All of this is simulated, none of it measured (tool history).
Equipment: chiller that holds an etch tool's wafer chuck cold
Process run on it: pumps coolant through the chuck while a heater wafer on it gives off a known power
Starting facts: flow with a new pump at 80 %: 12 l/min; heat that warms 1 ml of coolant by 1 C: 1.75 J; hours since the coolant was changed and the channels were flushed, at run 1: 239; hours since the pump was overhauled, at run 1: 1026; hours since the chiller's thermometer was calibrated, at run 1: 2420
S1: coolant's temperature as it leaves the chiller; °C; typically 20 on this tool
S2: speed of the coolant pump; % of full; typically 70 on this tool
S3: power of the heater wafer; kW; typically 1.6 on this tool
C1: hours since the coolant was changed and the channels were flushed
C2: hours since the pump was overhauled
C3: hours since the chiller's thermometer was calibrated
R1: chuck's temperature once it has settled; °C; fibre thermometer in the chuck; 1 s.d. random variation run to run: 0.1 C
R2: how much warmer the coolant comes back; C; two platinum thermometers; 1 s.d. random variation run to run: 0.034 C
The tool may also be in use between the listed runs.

{"run": 1, "hour": 0.0, "S1": 20, "S2": 70, "S3": 1.6, "C1": 239, "C2": 1026, "C3": 2420, "R1": 38.1, "R2": 5.22}
{"run": 2, "hour": 175.3, "S1": 20, "S2": 70, "S3": 1.6, "C1": 414, "C2": 1202, "C3": 2595, "R1": 38.2, "R2": 5.23}
{"run": 3, "hour": 263.5, "S1": 20, "S2": 70, "S3": 1.6, "C1": 502, "C2": 1290, "C3": 2683, "R1": 38.2, "R2": 5.2}
{"run": 4, "hour": 357.4, "S1": 20, "S2": 70, "S3": 1.6, "C1": 596, "C2": 1384, "C3": 2777, "R1": 38.1, "R2": 5.24}
{"run": 5, "hour": 514.5, "S1": 20, "S2": 70, "S3": 1.6, "C1": 753, "C2": 1541, "C3": 2934, "R1": 38.2, "R2": 5.26}
{"run": 6, "hour": 722.6, "S1": 20, "S2": 70, "S3": 1.6, "C1": 961, "C2": 1749, "C3": 3142, "R1": 38.1, "R2": 5.2}
{"run": 7, "hour": 906.9, "S1": 21, "S2": 70, "S3": 1.6, "C1": 1146, "C2": 1933, "C3": 3326, "R1": 39.2, "R2": 5.22}
{"hour": 925.9, "done": "chiller's thermometer calibrated"}
{"run": 8, "hour": 1044.8, "S1": 11, "S2": 64, "S3": 1.6, "C1": 1282, "C2": 2070, "C3": 119, "R1": 30.5, "R2": 5.72}
{"run": 9, "hour": 1152.4, "S1": 20, "S2": 70, "S3": 0.81, "C1": 1390, "C2": 2178, "C3": 227, "R1": 29.2, "R2": 2.68}
{"run": 10, "hour": 1251.9, "S1": 15, "S2": 97, "S3": 0.81, "C1": 1490, "C2": 2277, "C3": 326, "R1": 22.4, "R2": 1.97}
{"run": 11, "hour": 1382.1, "S1": 15, "S2": 97, "S3": 0.81, "C1": 1620, "C2": 2407, "C3": 456, "R1": 22.2, "R2": 1.96}

Branching from run 11: 3 alternative next runs. What would each branch give?
{"run": "A", "hour": 1492.0, "S1": 15, "S2": 85, "S3": 1.143, "C1": 1730, "C2": 2517, "C3": 566, "R1": "?", "R2": "?"}
{"run": "B", "hour": 1492.0, "S1": 17, "S2": 70, "S3": 1.768, "C1": 1730, "C2": 2517, "C3": 566, "R1": "?", "R2": "?"}
{"run": "C", "hour": 1492.0, "S1": 21, "S2": 94, "S3": 1.095, "C1": 1730, "C2": 2517, "C3": 566, "R1": "?", "R2": "?"}

run=A R1=26.2 R2=3.12
run=B R1=37.1 R2=5.78
run=C R1=31 R2=2.65
Stripped of hidden state, with their random variation kept, the same runs would have yielded:
run=A R1=26.2 R2=3.11
run=B R1=37 R2=5.78
run=C R1=31 R2=2.64

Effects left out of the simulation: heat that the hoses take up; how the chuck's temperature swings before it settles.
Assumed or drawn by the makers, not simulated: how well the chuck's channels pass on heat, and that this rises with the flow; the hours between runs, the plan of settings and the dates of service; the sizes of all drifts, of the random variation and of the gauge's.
